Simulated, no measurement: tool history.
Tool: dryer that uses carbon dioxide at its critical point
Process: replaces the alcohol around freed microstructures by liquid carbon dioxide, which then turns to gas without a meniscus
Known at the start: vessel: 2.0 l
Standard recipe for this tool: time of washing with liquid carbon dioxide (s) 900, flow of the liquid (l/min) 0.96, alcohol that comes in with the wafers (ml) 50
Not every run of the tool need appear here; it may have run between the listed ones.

run	hour	time of washing with liquid carbon dioxide (s)	flow of the liquid (l/min)	alcohol that comes in with the wafers (ml)	alcohol left in the vessel before it's heated (ppm by volume)
1	0	900	0.96	50	150
2	13.8	900	0.96	50	154
3	28.1	900	0.96	50	149
4	35.7	900	0.96	50	160
5	46.6	900	0.96	50	151
6	57.2	900	0.96	50	162
7	64.1	900	0.96	50	164
8	73.8	900	0.96	50	157
9	80.8	900	0.96	50	162
10	91.6	900	0.96	50	170
11	102.7	900	0.96	75	224
12	116.1	900	0.96	75	221
13	126.7	900	0.596	50	888
14	137.5	900	0.596	50	919
15	145	660	1.298	50	180
16	154.7	660	1.298	50	187
17	166.3	540	1.298	50	371
18	175.7	540	1.298	50	372
19	183.8	840	0.928	50	253
20	194.6	900	1.036	50	155
21	201.6	900	0.579	32	671
22	213.6	900	0.579	32	698
23	227.6	1200	0.579	91	664

Some steps in alcohol left in the vessel before it's heated (ppm by volume) between neighbouring runs. How much of each would the tool show without its hidden state too (settings, what came in, random variation), and how much is left for the hidden state, with any gauge scatter that isn't in both results?
The hidden state here: flow that reaches the vessel past the clogged filter, %; alcohol in the recycled carbon dioxide, ppm; drift of the gauge itself on alcohol_ppm, %.
Run 12 -> 13: flow of the liquid (l/min) 0.96 -> 0.596, alcohol that comes in with the wafers (ml) 75 -> 50. alcohol left in the vessel before it's heated (ppm by volume) +667: hidden state +64, all else +603.
Run 14 -> 15: time of washing with liquid carbon dioxide (s) 900 -> 660, flow of the liquid (l/min) 0.596 -> 1.298. alcohol left in the vessel before it's heated (ppm by volume) -739: hidden state -72, all else -667.
